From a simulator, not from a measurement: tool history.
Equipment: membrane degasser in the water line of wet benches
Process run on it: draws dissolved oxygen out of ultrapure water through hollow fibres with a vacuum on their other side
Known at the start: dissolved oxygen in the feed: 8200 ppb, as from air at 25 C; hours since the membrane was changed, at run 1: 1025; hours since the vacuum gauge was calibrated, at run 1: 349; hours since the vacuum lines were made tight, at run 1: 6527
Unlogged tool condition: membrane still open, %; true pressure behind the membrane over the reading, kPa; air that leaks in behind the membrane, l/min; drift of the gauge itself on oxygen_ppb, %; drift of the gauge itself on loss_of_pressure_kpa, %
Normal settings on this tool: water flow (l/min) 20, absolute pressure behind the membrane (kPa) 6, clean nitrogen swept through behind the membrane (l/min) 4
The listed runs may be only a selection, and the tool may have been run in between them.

| run | hour | water flow (l/min) | absolute pressure behind the membrane (kPa) | clean nitrogen swept through behind the membrane (l/min) | hours since the membrane was changed | hours since the vacuum gauge was calibrated | hours since the vacuum lines were made tight | dissolved oxygen in the water behind the degasser (ppb) | pressure that the water loses in the fibres (kPa) |
|---|---|---|---|---|---|---|---|---|---|
| 1 | 0 | 20 | 6 | 4 | 1025 | 349 | 6527 | 249.5 | 36.68 |
| 2 | 97 | 20 | 4.74 | 4 | 1122 | 446 | 6624 | 232.2 | 36.53 |
| 3 | 159.6 | 20 | 4.74 | 4 | 1184 | 509 | 6687 | 235.2 | 36.8 |
| 4 | 275.9 | 20 | 4.74 | 4 | 1300 | 625 | 6803 | 232.4 | 36.74 |
| 5 | 388.7 | 20 | 4.74 | 5.04 | 1413 | 738 | 6916 | 230.3 | 36.6 |
| 6 | 464.1 | 19 | 4.74 | 5.04 | 1489 | 813 | 6991 | 206 | 34.61 |
| 7 | 575.7 | 19 | 4.74 | 5.04 | 1600 | 925 | 7103 | 212.6 | 34.79 |
| 8 | 635 | 20 | 6 | 3.31 | 1660 | 984 | 7162 | 256.3 | 36.34 |
| 9 | 742 | 28 | 6 | 4 | 1767 | 1091 | 7269 | 442.8 | 50.79 |
| 10 | 862.7 | 19 | 4.83 | 3.31 | 1887 | 1212 | 7390 | 223.1 | 34.48 |
| 11 | 948.4 | 19 | 4.83 | 3.31 | 1973 | 1297 | 7475 | 216.1 | 34.3 |
| 12 | 1008.5 | 16 | 14.89 | 2.24 | 2033 | 1358 | 7536 | 322.5 | 29.02 |
| 13 | 1085.5 | 16 | 4.05 | 11.68 | 2110 | 1434 | 7612 | 140.4 | 28.82 |
| 14 | 1199.1 | 16 | 4.05 | 11.68 | 2224 | 1548 | 7726 | 137.3 | 28.69 |
| 15 | 1298.3 | 24 | 6 | 2.5 | 2323 | 1647 | 7825 | 361.9 | 43.18 |
| 16 | 1373.9 | 24 | 6 | 2.5 | 2398 | 1723 | 7901 | 372.1 | 43.24 |
| 17 | 1423.4 | 26 | 4.83 | 1.88 | 2448 | 1772 | 7950 | 398.2 | 46.51 |
| 18 | 1511.4 | 12 | 4.68 | 10.73 | 2536 | 1860 | 8038 | 72.5 | 21.46 |

Same runs, no hidden state in the tool, same run-to-run variation:
| run | pressure that the water loses in the fibres (kPa) |
|---|---|
| 1 | 36.68 |
| 2 | 36.59 |
| 3 | 36.89 |
| 4 | 36.91 |
| 5 | 36.84 |
| 6 | 34.88 |
| 7 | 35.12 |
| 8 | 36.73 |
| 9 | 51.43 |
| 10 | 34.98 |
| 11 | 34.85 |
| 12 | 29.52 |
| 13 | 29.36 |
| 14 | 29.28 |
| 15 | 44.14 |
| 16 | 44.26 |
| 17 | 47.65 |
| 18 | 22.02 |
dissolved oxygen in the water behind the degasser (ppb): within 0.3 of the measured result in every run.

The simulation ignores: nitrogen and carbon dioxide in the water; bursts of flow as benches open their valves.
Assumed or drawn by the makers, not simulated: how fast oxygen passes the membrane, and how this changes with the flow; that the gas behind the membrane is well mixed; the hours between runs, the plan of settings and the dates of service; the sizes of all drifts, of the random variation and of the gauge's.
